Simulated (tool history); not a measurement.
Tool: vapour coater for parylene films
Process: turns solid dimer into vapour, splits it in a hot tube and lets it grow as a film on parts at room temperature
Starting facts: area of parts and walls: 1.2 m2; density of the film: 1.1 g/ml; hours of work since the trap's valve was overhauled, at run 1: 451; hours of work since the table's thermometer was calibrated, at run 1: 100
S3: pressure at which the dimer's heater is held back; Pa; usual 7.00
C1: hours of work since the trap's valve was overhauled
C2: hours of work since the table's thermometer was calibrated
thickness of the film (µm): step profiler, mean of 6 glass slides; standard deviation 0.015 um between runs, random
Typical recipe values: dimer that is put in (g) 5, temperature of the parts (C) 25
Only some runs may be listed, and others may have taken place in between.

run 1 hour=0.0 | dimer_that_is_put_in_(g)=5 temperature_of_the_parts_(C)=25 S3=7.00 | C1=451 C2=100 | thickness_of_the_film_(µm)=2.30
run 2 hour=13.8 | dimer_that_is_put_in_(g)=3 temperature_of_the_parts_(C)=25 S3=7.00 | C1=458 C2=107 | thickness_of_the_film_(µm)=1.37
run 3 hour=25.0 | dimer_that_is_put_in_(g)=2 temperature_of_the_parts_(C)=25 S3=7.00 | C1=464 C2=113 | thickness_of_the_film_(µm)=0.91
run 4 hour=43.9 | dimer_that_is_put_in_(g)=5 temperature_of_the_parts_(C)=23 S3=7.00 | C1=474 C2=123 | thickness_of_the_film_(µm)=2.44
run 5 hour=55.9 | dimer_that_is_put_in_(g)=7 temperature_of_the_parts_(C)=25 S3=7.00 | C1=481 C2=130 | thickness_of_the_film_(µm)=3.24
run 6 hour=73.0 | dimer_that_is_put_in_(g)=7 temperature_of_the_parts_(C)=25 S3=7.00 | C1=490 C2=139 | thickness_of_the_film_(µm)=3.22
run 7 hour=85.9 | dimer_that_is_put_in_(g)=5 temperature_of_the_parts_(C)=25 S3=10.48 | C1=497 C2=146 | thickness_of_the_film_(µm)=2.22
run 8 hour=94.8 | dimer_that_is_put_in_(g)=5 temperature_of_the_parts_(C)=25 S3=10.48 | C1=502 C2=151 | thickness_of_the_film_(µm)=2.24
run 9 hour=104.3 | dimer_that_is_put_in_(g)=5 temperature_of_the_parts_(C)=25 S3=10.48 | C1=507 C2=156 | thickness_of_the_film_(µm)=2.24
run 10 hour=123.7 | dimer_that_is_put_in_(g)=5 temperature_of_the_parts_(C)=25 S3=10.48 | C1=518 C2=167 | thickness_of_the_film_(µm)=2.22
run 11 hour=143.0 | dimer_that_is_put_in_(g)=5 temperature_of_the_parts_(C)=25 S3=10.48 | C1=528 C2=177 | thickness_of_the_film_(µm)=2.22
run 12 hour=156.1 | dimer_that_is_put_in_(g)=5 temperature_of_the_parts_(C)=25 S3=8.38 | C1=535 C2=184 | thickness_of_the_film_(µm)=2.26
run 13 hour=166.3 | dimer_that_is_put_in_(g)=5 temperature_of_the_parts_(C)=25 S3=8.38 | C1=541 C2=190 | thickness_of_the_film_(µm)=2.27
run 14 hour=184.6 | dimer_that_is_put_in_(g)=5 temperature_of_the_parts_(C)=25 S3=8.38 | C1=550 C2=199 | thickness_of_the_film_(µm)=2.24
run 15 hour=197.2 | dimer_that_is_put_in_(g)=5 temperature_of_the_parts_(C)=25 S3=8.38 | C1=557 C2=206 | thickness_of_the_film_(µm)=2.28
run 16 hour=208.5 | dimer_that_is_put_in_(g)=5 temperature_of_the_parts_(C)=25 S3=8.38 | C1=563 C2=212 | thickness_of_the_film_(µm)=2.26
run 17 hour=217.2 | dimer_that_is_put_in_(g)=6 temperature_of_the_parts_(C)=18 S3=2.23 | C1=568 C2=217 | thickness_of_the_film_(µm)=3.69
run 18 hour=232.4 | dimer_that_is_put_in_(g)=6 temperature_of_the_parts_(C)=18 S3=2.23 | C1=576 C2=225 | thickness_of_the_film_(µm)=3.69
run 19 hour=248.8 | dimer_that_is_put_in_(g)=2 temperature_of_the_parts_(C)=25 S3=3.78 | C1=585 C2=234 | thickness_of_the_film_(µm)=0.97
run 20 hour=262.5 | dimer_that_is_put_in_(g)=5 temperature_of_the_parts_(C)=31 S3=3.36 | C1=592 C2=241 | thickness_of_the_film_(µm)=2.03
run 21 hour=276.4 | dimer_that_is_put_in_(g)=5 temperature_of_the_parts_(C)=31 S3=3.36 | C1=600 C2=249 | thickness_of_the_film_(µm)=2.04
run 22 hour=291.3 | dimer_that_is_put_in_(g)=4 temperature_of_the_parts_(C)=36 S3=2.19 | C1=608 C2=257 | thickness_of_the_film_(µm)=1.47
-- hour=297.6 trap's valve overhauled
run 23 hour=312.6 | dimer_that_is_put_in_(g)=4 temperature_of_the_parts_(C)=25 S3=7.00 | C1=8 C2=266 | thickness_of_the_film_(µm)=1.92
run 24 hour=329.9 | dimer_that_is_put_in_(g)=5 temperature_of_the_parts_(C)=25 S3=11.23 | C1=17 C2=276 | thickness_of_the_film_(µm)=2.30
run 25 hour=347.4 | dimer_that_is_put_in_(g)=5 temperature_of_the_parts_(C)=25 S3=11.23 | C1=27 C2=285 | thickness_of_the_film_(µm)=2.31
run 26 hour=362.7 | dimer_that_is_put_in_(g)=5 temperature_of_the_parts_(C)=21 S3=7.00 | C1=35 C2=293 | thickness_of_the_film_(µm)=2.66
run 27 hour=381.0 | dimer_that_is_put_in_(g)=5 temperature_of_the_parts_(C)=22 S3=5.02 | C1=45 C2=303 | thickness_of_the_film_(µm)=2.66
run 28 hour=400.5 | dimer_that_is_put_in_(g)=5 temperature_of_the_parts_(C)=34 S3=3.92 | C1=56 C2=314 | thickness_of_the_film_(µm)=1.95
run 29 hour=418.2 | dimer_that_is_put_in_(g)=5 temperature_of_the_parts_(C)=27 S3=7.00 | C1=65 C2=323 | thickness_of_the_film_(µm)=2.27
run 30 hour=435.3 | dimer_that_is_put_in_(g)=5 temperature_of_the_parts_(C)=25 S3=7.82 | C1=74 C2=333 | thickness_of_the_film_(µm)=2.35
run 31 hour=452.6 | dimer_that_is_put_in_(g)=2 temperature_of_the_parts_(C)=24 S3=7.04 | C1=84 C2=342 | thickness_of_the_film_(µm)=0.96

Hidden condition of the tool, last listed run before each entry between runs versus first listed run after:
Between runs 22 and 23: trap's valve overhauled (hour 297.6)
  vapour lost through the trap's worn valve, %: 4.6 -> 0.2
  what was measured, less what the result would be without the hidden state, thickness of the film (µm): -0.08 -> +0.00
